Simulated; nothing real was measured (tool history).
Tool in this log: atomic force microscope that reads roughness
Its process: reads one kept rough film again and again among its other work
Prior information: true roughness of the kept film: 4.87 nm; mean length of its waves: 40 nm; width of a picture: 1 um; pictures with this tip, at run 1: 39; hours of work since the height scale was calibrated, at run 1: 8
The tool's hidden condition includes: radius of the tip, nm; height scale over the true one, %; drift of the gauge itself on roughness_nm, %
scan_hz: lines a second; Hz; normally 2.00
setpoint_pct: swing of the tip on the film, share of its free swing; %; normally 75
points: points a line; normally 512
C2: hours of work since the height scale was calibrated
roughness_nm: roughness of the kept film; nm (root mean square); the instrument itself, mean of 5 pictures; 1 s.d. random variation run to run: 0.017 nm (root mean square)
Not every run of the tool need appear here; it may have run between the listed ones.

{"run": 1, "day": 0.0, "scan_hz": 2.0, "setpoint_pct": 75, "points": 512, "pictures with this tip": 39, "C2": 8, "roughness_nm": 4.221}
{"run": 2, "day": 0.525, "scan_hz": 1.26, "setpoint_pct": 75, "points": 512, "pictures with this tip": 52, "C2": 14, "roughness_nm": 4.398}
{"run": 3, "day": 0.862, "scan_hz": 1.26, "setpoint_pct": 75, "points": 512, "pictures with this tip": 60, "C2": 18, "roughness_nm": 4.352}
{"run": 4, "day": 1.296, "scan_hz": 2.0, "setpoint_pct": 75, "points": 552, "pictures with this tip": 70, "C2": 24, "roughness_nm": 4.25}
{"run": 5, "day": 1.588, "scan_hz": 2.0, "setpoint_pct": 75, "points": 378, "pictures with this tip": 77, "C2": 27, "roughness_nm": 4.217}
{"run": 6, "day": 1.879, "scan_hz": 2.0, "setpoint_pct": 75, "points": 378, "pictures with this tip": 84, "C2": 31, "roughness_nm": 4.218}
{"run": 7, "day": 2.425, "scan_hz": 2.0, "setpoint_pct": 75, "points": 512, "pictures with this tip": 97, "C2": 38, "roughness_nm": 4.253}
{"run": 8, "day": 2.938, "scan_hz": 2.0, "setpoint_pct": 75, "points": 512, "pictures with this tip": 109, "C2": 44, "roughness_nm": 4.233}
{"run": 9, "day": 3.208, "scan_hz": 2.0, "setpoint_pct": 75, "points": 512, "pictures with this tip": 115, "C2": 47, "roughness_nm": 4.241}
{"run": 10, "day": 3.492, "scan_hz": 2.0, "setpoint_pct": 75, "points": 512, "pictures with this tip": 122, "C2": 51, "roughness_nm": 4.246}
{"run": 11, "day": 4.008, "scan_hz": 1.23, "setpoint_pct": 67, "points": 818, "pictures with this tip": 134, "C2": 57, "roughness_nm": 4.437}
{"run": 12, "day": 4.254, "scan_hz": 2.2, "setpoint_pct": 75, "points": 512, "pictures with this tip": 140, "C2": 60, "roughness_nm": 4.197}
{"run": 13, "day": 4.512, "scan_hz": 3.66, "setpoint_pct": 65, "points": 512, "pictures with this tip": 146, "C2": 63, "roughness_nm": 4.245}
{"run": 14, "day": 4.883, "scan_hz": 0.59, "setpoint_pct": 71, "points": 468, "pictures with this tip": 155, "C2": 68, "roughness_nm": 4.513}
{"run": 15, "day": 5.383, "scan_hz": 2.66, "setpoint_pct": 56, "points": 512, "pictures with this tip": 167, "C2": 74, "roughness_nm": 4.418}
{"run": 16, "day": 5.779, "scan_hz": 0.62, "setpoint_pct": 55, "points": 512, "pictures with this tip": 176, "C2": 79, "roughness_nm": 4.544}
{"run": 17, "day": 6.042, "scan_hz": 0.62, "setpoint_pct": 55, "points": 512, "pictures with this tip": 182, "C2": 82, "roughness_nm": 4.512}
{"run": 18, "day": 6.542, "scan_hz": 0.94, "setpoint_pct": 61, "points": 519, "pictures with this tip": 194, "C2": 88, "roughness_nm": 4.494}
{"run": 19, "day": 6.838, "scan_hz": 0.94, "setpoint_pct": 61, "points": 519, "pictures with this tip": 201, "C2": 92, "roughness_nm": 4.48}
{"run": 20, "day": 7.088, "scan_hz": 2.22, "setpoint_pct": 75, "points": 512, "pictures with this tip": 207, "C2": 95, "roughness_nm": 4.179}

Predict each of these 3 candidate next runs independently; none follows another, all start after run 20:
{"run": "A", "day": 7.638, "scan_hz": 2.56, "setpoint_pct": 75, "points": 396, "pictures with this tip": 220, "C2": 102, "roughness_nm": "?"}
{"run": "B", "day": 7.638, "scan_hz": 2.22, "setpoint_pct": 56, "points": 936, "pictures with this tip": 220, "C2": 102, "roughness_nm": "?"}
{"run": "C", "day": 7.638, "scan_hz": 2.22, "setpoint_pct": 77, "points": 320, "pictures with this tip": 220, "C2": 102, "roughness_nm": "?"}

run=A roughness_nm=4.131
run=B roughness_nm=4.458
run=C roughness_nm=4.121
With no hidden state in the tool, these same runs would have given:
run=A roughness_nm=4.140
run=B roughness_nm=4.467
run=C roughness_nm=4.130
